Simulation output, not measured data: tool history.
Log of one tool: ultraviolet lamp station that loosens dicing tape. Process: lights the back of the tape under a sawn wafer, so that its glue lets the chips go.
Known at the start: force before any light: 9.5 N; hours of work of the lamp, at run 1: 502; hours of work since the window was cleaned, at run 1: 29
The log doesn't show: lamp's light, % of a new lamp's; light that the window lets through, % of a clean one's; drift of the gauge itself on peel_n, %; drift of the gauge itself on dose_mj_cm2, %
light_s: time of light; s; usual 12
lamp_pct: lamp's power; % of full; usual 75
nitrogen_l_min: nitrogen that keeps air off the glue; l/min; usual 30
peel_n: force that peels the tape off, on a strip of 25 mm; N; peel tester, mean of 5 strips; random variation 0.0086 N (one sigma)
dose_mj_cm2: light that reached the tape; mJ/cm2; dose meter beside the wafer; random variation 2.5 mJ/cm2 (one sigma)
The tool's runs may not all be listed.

run	hour	light_s	lamp_pct	nitrogen_l_min	hours of work of the lamp	hours of work since the window was cleaned	peel_n	dose_mj_cm2
1	0	12	75	30	502	29	0.346	311
2	19.8	12	75	34	515	42	0.338	312
3	34.4	12	75	34	524	51	0.328	316
4	50.1	12	75	34	534	61	0.339	316
5	64	12	75	34	543	70	0.342	316
6	91.3	12	75	34	561	88	0.328	308
7	117.2	12	75	34	577	104	0.331	313
8	138.3	22	86	18	591	118	0.189	654
9	154.5	22	86	18	601	128	0.182	664
10	169	8	86	21	610	138	0.71	240

5 ways to go on from here, each from the tool as it stands after run 10. What would each give?
A	184.6	7	75	30	621	148	?	?
B	184.6	12	75	41	621	148	?	?
C	184.6	13	79	13	621	148	?	?
D	184.6	12	88	21	621	148	?	?
E	184.6	9	60	12	621	148	?	?

run	peel_n	dose_mj_cm2
A	1.075	178
B	0.329	313
C	0.379	355
D	0.292	362
E	1.478	188
Without the tool's hidden state the same runs would have given:
run	peel_n	dose_mj_cm2
A	1.071	179
B	0.329	313
C	0.378	356
D	0.291	363
E	1.474	189

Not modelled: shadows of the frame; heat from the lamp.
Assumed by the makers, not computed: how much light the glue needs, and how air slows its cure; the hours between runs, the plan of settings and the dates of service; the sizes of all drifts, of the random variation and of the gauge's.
